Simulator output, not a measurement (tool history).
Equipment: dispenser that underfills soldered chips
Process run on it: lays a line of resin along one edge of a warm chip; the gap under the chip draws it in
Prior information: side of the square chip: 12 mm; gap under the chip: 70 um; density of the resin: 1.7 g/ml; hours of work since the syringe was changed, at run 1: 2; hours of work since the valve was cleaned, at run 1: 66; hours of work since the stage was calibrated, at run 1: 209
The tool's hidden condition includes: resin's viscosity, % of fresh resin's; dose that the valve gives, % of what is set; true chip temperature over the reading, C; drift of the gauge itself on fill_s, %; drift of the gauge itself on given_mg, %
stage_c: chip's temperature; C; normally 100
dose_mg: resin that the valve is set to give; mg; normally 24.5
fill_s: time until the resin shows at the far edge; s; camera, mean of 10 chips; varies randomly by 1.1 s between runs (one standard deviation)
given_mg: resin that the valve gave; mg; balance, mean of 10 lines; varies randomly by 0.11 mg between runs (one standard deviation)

run,hour,stage_c,dose_mg,hours of work since the syringe was changed,hours of work since the valve was cleaned,hours of work since the stage was calibrated,fill_s,given_mg
1,0,100,24.5,2,66,209,121.5,23.32
2,7.1,100,24.5,7,71,214,161.2,23.01
# hour 13.3: new syringe of resin
3,15.8,100,24.5,2,77,220,121.3,23.21
4,21.5,100,24.5,6,81,224,155.2,22.87
5,27,100,24.5,10,85,228,197.4,22.76
# hour 29.4: new syringe of resin
6,34.8,100,24.5,4,90,233,139,22.76
7,40.4,115,24.5,8,94,237,113.3,22.66
# hour 44.9: new syringe of resin
8,47.9,115,24.5,2,99,242,80.5,22.47
9,52.6,100,24.5,5,103,245,147.5,22.71
# hour 55.7: dispensing valve cleaned and set on the balance
10,57.2,98,24.5,8,1,248,179.9,24.41
# hour 61.8: new syringe of resin
11,63.3,98,24.5,1,5,252,123.8,24.17
12,71.8,98,24.5,7,11,258,174.6,24.26
13,76,100,24.5,10,14,261,199.5,24.08
# hour 77.7: new syringe of resin
14,85.1,100,24.5,5,20,267,151.3,24.09
15,92.1,100,24.5,10,25,272,197.5,23.97
# hour 93.3: new syringe of resin
16,98.2,100,24.5,3,29,276,134.8,23.97
17,107.1,100,27.2,10,36,283,186.6,26.58
# hour 109: new syringe of resin
18,111.9,100,24.5,2,39,286,124.3,23.68
19,116.6,100,24.5,5,42,289,152.7,23.64
20,120.3,111,26.5,8,45,292,124.9,25.55
# hour 124.9: new syringe of resin
21,129.3,111,26.5,3,51,298,95.5,25.36
22,135.3,108,27.3,7,55,302,128.7,26.04
# hour 140.7: new syringe of resin
23,141.4,108,27.3,0,59,306,84,25.99
24,148.1,107,24.5,5,64,311,120.3,23.32
25,152.2,89,31.7,8,67,314,237.3,30.09
# hour 156.5: new syringe of resin
26,161.1,113,28.2,3,73,320,90.5,26.46
27,166.6,113,28.2,7,77,324,114.9,26.44
28,171.7,113,28.2,11,80,327,139.8,26.33
# hour 172.4: new syringe of resin
29,177.8,113,28.2,4,84,331,92.1,26.19
30,183.6,102,25,8,89,335,162.4,23.17
# hour 188.4: new syringe of resin
31,189.1,105,22.7,1,92,339,104,20.93
32,197.4,105,22.7,6,98,345,142.2,21.12
# hour 204.3: new syringe of resin
33,204.3,89,22,0,103,350,163.6,20.12
# hour 207: dispensing valve cleaned and set on the balance
34,210.9,89,22,4,3,354,195.9,21.92
35,219.3,89,22,10,9,360,278.5,21.66
# hour 221.1: new syringe of resin
36,223.9,100,28.8,2,12,363,119,28.49

Alternative continuations, all from the tool just after run 36; predict every row:
A,230.4,107,25,7,16,367,?,?
B,230.4,100,24,7,16,367,?,?
C,230.4,101,24.1,7,16,367,?,?
D,230.4,107,21.7,7,16,367,?,?

run,fill_s,given_mg
A,126,24.81
B,160.3,23.74
C,153.9,23.74
D,134.8,21.37
What these runs would have given with no unlogged condition in the tool:
run,fill_s,given_mg
A,83.1,25.17
B,105.6,24.08
C,101.5,24.08
D,88.8,21.67
